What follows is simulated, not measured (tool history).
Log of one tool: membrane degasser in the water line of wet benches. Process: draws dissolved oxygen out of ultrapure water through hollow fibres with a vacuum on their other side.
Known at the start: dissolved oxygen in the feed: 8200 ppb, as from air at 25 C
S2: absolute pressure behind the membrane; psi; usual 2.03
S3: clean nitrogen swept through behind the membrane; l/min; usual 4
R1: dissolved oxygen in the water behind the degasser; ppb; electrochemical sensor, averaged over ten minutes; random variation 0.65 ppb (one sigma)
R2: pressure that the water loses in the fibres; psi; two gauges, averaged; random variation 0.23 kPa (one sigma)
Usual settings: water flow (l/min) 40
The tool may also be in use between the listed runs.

Run 1, hour 0: usual settings. Result: R1 259.1 ppb, R2 8.601 psi.
Run 2, hour 53.7: usual settings but S3 10.38 l/min. Result: R1 107.4 ppb, R2 8.666 psi.
Run 3, hour 105.9: usual settings but water flow (l/min) 51, S3 10.38 l/min. Result: R1 138.4 ppb, R2 11.037 psi.
Run 4, hour 157.2: usual settings. Result: R1 259 ppb, R2 8.604 psi.
Run 5, hour 215.6: usual settings. Result: R1 260 ppb, R2 8.689 psi.
Run 6, hour 253: usual settings. Result: R1 260.3 ppb, R2 8.657 psi.
Run 7, hour 289.2: usual settings. Result: R1 259.8 ppb, R2 8.624 psi.
Run 8, hour 347.4: usual settings. Result: R1 258.6 ppb, R2 8.679 psi.
Run 9, hour 372.3: usual settings. Result: R1 259.8 ppb, R2 8.65 psi.
Run 10, hour 413.7: usual settings. Result: R1 260.9 ppb, R2 8.665 psi.
Run 11, hour 455.6: usual settings. Result: R1 259.2 ppb, R2 8.62 psi.
At hour 458.6: vacuum gauge calibrated.
Run 12, hour 510.6: usual settings. Result: R1 262.5 ppb, R2 8.689 psi.
Run 13, hour 554: usual settings but water flow (l/min) 29, S3 2.17 l/min. Result: R1 337.8 ppb, R2 6.334 psi.
Run 14, hour 608.2: usual settings but water flow (l/min) 30, S2 2.18 psi, S3 10.66 l/min. Result: R1 86.4 ppb, R2 6.477 psi.
Run 15, hour 664.7: usual settings but water flow (l/min) 61, S2 3.31 psi, S3 10.66 l/min. Result: R1 280.4 ppb, R2 13.204 psi.
At hour 675.7: vacuum gauge calibrated, once more.
Run 16, hour 707.2: usual settings but water flow (l/min) 54. Result: R1 330.5 ppb, R2 11.744 psi.
Run 17, hour 745.3: usual settings but water flow (l/min) 54. Result: R1 332.3 ppb, R2 11.699 psi.
Run 18, hour 796.9: usual settings but water flow (l/min) 54. Result: R1 332.3 ppb, R2 11.639 psi.
Run 19, hour 826.4: usual settings but S2 3.86 psi, S3 9.49 l/min. Result: R1 238.7 ppb, R2 8.717 psi.
Run 20, hour 862: usual settings but water flow (l/min) 30, S2 3.42 psi, S3 11.77 l/min. Result: R1 128.7 ppb, R2 6.443 psi.
Run 21, hour 901.4: usual settings but water flow (l/min) 25, S2 2.67 psi, S3 6.7 l/min. Result: R1 138.4 ppb, R2 5.4 psi.

3 ways to go on from here, each from the tool as it stands after run 21. What would each give?
Run A, hour 932.6: usual settings but S2 2.47 psi, S3 5.23 l/min. Result: R1 ?, R2 ?.
Run B, hour 932.6: usual settings but water flow (l/min) 37, S2 1.6 psi, S3 5.84 l/min. Result: R1 ?, R2 ?.
Run C, hour 932.6: usual settings but S2 1.9 psi, S3 7.67 l/min. Result: R1 ?, R2 ?.

run     R1     R2
  A    249  8.665
  B  120.2  8.066
  C  127.1   8.64
Without the tool's hidden state the same runs would have given:
run     R1     R2
  A  248.5  8.576
  B    120  7.983
  C  126.8   8.55

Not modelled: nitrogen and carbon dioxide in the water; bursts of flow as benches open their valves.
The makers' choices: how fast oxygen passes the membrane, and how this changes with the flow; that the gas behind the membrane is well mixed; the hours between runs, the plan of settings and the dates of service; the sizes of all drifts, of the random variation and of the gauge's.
